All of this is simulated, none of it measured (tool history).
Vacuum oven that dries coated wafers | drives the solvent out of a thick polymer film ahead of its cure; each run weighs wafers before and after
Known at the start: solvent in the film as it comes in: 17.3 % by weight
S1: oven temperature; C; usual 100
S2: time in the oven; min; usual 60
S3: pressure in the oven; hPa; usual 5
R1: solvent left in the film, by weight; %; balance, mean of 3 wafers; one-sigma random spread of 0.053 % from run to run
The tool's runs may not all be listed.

Run 1, day 0: usual settings. Result: R1 2.14 %.
Run 2, day 1.421: usual settings. Result: R1 2.15 %.
Run 3, day 4.271: usual settings. Result: R1 2.24 %.
Run 4, day 6.188: usual settings but S3 5.27 hPa. Result: R1 2.26 %.
Run 5, day 8.942: usual settings. Result: R1 2.23 %.
Run 6, day 10.25: usual settings. Result: R1 2.31 %.
Run 7, day 13.238: usual settings. Result: R1 2.27 %.
Run 8, day 14.958: usual settings but S2 77 min. Result: R1 1.92 %.
Run 9, day 16.425: usual settings but S2 77 min. Result: R1 1.9 %.
Run 10, day 18.442: usual settings but S1 102 C, S2 77 min. Result: R1 1.7 %.
Run 11, day 20.083: usual settings but S1 88 C. Result: R1 5.89 %.
Run 12, day 22.788: usual settings but S1 88 C. Result: R1 5.75 %.
Run 13, day 25.204: usual settings. Result: R1 2.39 %.
At day 25.496: oven's thermocouples calibrated.
Run 14, day 26.792: usual settings but S2 66 min. Result: R1 2.11 %.
Run 15, day 28.871: usual settings but S2 66 min. Result: R1 1.94 %.
Run 16, day 31.938: usual settings but S2 40 min. Result: R1 3.32 %.
At day 32.192: oven's thermocouples calibrated, once more.
Run 17, day 34.404: usual settings but S2 40 min. Result: R1 3.96 %.
Run 18, day 37.567: usual settings. Result: R1 2.73 %.
Run 19, day 40.029: usual settings but S3 4.28 hPa. Result: R1 2.64 %.
Run 20, day 41.971: usual settings but S3 4.28 hPa. Result: R1 2.58 %.
Run 21, day 45.033: usual settings. Result: R1 2.7 %.
Run 22, day 47.958: usual settings. Result: R1 2.74 %.
Run 23, day 50.967: usual settings. Result: R1 2.8 %.
Run 24, day 53.992: usual settings. Result: R1 2.83 %.
Run 25, day 57.121: usual settings but S1 86 C, S3 4.94 hPa. Result: R1 7.31 %.
Run 26, day 59.496: usual settings but S1 106 C, S2 48 min, S3 15.57 hPa. Result: R1 3.29 %.
Run 27, day 62.558: usual settings but S1 107 C, S2 53 min, S3 19.06 hPa. Result: R1 3.49 %.
Run 28, day 65.479: usual settings but S1 107 C, S2 53 min, S3 7.63 hPa. Result: R1 2.15 %.
Run 29, day 67.662: usual settings but S1 89 C, S2 62 min, S3 17.39 hPa. Result: R1 7.97 %.
Run 30, day 69.446: usual settings but S1 110 C, S2 80 min, S3 7.45 hPa. Result: R1 1.65 %.
Run 31, day 72.012: usual settings but S1 110 C, S2 80 min, S3 7.45 hPa. Result: R1 1.67 %.
Run 32, day 74.496: usual settings but S1 93 C, S2 36 min. Result: R1 6.98 %.
Run 33, day 77.221: usual settings but S1 110 C, S2 100 min. Result: R1 1.35 %.
Run 34, day 80.362: usual settings but S1 110 C, S2 100 min. Result: R1 1.49 %.
Run 35, day 81.729: usual settings but S1 114 C, S2 49 min. Result: R1 1.39 %.
Run 36, day 84.625: usual settings but S2 107 min, S3 3.59 hPa. Result: R1 1.88 %.
Run 37, day 87.367: usual settings but S1 91 C, S2 68 min, S3 4.36 hPa. Result: R1 4.85 %.
Run 38, day 89.138: usual settings but S1 91 C, S2 68 min, S3 16.22 hPa. Result: R1 7.08 %.
Run 39, day 90.442: usual settings but S1 95 C, S2 30 min, S3 5.47 hPa. Result: R1 7.11 %.
Run 40, day 92.667: usual settings but S1 103 C, S2 53 min, S3 7.32 hPa. Result: R1 2.92 %.
Run 41, day 94.158: usual settings but S1 101 C, S2 62 min, S3 7.35 hPa. Result: R1 2.89 %.
Run 42, day 96.546: usual settings but S1 101 C, S2 62 min, S3 7.35 hPa. Result: R1 2.98 %.
Run 43, day 99.488: usual settings but S1 101 C, S2 62 min, S3 7.35 hPa. Result: R1 3.02 %.
Run 44, day 100.867: usual settings but S1 92 C, S2 48 min, S3 6.94 hPa. Result: R1 6.29 %.
Run 45, day 102.5: usual settings but S1 91 C, S2 56 min, S3 14.13 hPa. Result: R1 7.27 %.
Run 46, day 104.175: usual settings but S1 91 C, S2 56 min, S3 3.16 hPa. Result: R1 5.52 %.
Run 47, day 107.196: usual settings but S1 91 C, S2 56 min, S3 3.16 hPa. Result: R1 5.47 %.
Run 48, day 110.142: usual settings but S1 91 C, S2 56 min, S3 3.16 hPa. Result: R1 5.66 %.

Here are 3 independent what-if runs from the current tool condition. What would each one return?
Run A, day 112.375: usual settings but S1 105 C, S2 43 min. Result: R1 ?.
Run B, day 112.375: usual settings but S1 107 C, S2 35 min, S3 3.16 hPa. Result: R1 ?.
Run C, day 112.375: usual settings but S1 93 C, S2 56 min, S3 4.1 hPa. Result: R1 ?.

run    R1
  A  2.56
  B  2.57
  C  5.01
Without the tool's hidden state the same runs would have given:
run    R1
  A  1.52
  B  1.63
  C  3.66

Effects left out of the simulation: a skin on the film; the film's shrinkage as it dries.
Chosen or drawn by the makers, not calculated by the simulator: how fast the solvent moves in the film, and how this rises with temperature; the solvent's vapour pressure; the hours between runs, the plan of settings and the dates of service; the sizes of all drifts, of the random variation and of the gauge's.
